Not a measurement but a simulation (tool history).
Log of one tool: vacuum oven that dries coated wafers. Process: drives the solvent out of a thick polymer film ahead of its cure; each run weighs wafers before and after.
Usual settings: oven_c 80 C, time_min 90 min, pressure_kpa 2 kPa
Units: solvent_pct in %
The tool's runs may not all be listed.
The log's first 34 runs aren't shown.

run	hour	oven_c	time_min	pressure_kpa	hours of work since the thermocouples were calibrated	hours of work since the vacuum gauge was cleaned of residue	solvent_pct
35	1158.7	67	47	1.51	765	765	10.04
36	1193.7	67	110	2.16	786	786	6.42
37	1222.5	90	155	1.15	804	804	0.35
38	1262.7	90	155	1.15	828	828	0.27
39	1301.9	90	155	1.15	852	852	0.21
40	1338.3	79	50	1.15	874	874	4.83
41	1375.8	66	50	3.12	897	897	10.6
42	1418.6	79	90	5.86	923	923	3.92
43	1455	75	142	4.08	945	945	3.17
44	1493.4	75	59	4.08	968	968	6.58
45	1540.7	75	59	4.08	997	997	6.54
46	1571.5	75	59	4.08	1016	1016	6.68

5 ways to go on from here, each from the tool as it stands after run 46. What would each give?
A	1614.6	76	90	2	1042	1042	?
B	1614.6	80	90	6.97	1042	1042	?
C	1614.6	80	90	4.5	1042	1042	?
D	1614.6	68	76	2	1042	1042	?
E	1614.6	77	144	2	1042	1042	?

run	solvent_pct
A	3.46
B	3.94
C	3.15
D	7.67
E	1.63
Without the tool's hidden state the same runs would have given:
run	solvent_pct
A	3.4
B	3.89
C	3.1
D	7.6
E	1.6

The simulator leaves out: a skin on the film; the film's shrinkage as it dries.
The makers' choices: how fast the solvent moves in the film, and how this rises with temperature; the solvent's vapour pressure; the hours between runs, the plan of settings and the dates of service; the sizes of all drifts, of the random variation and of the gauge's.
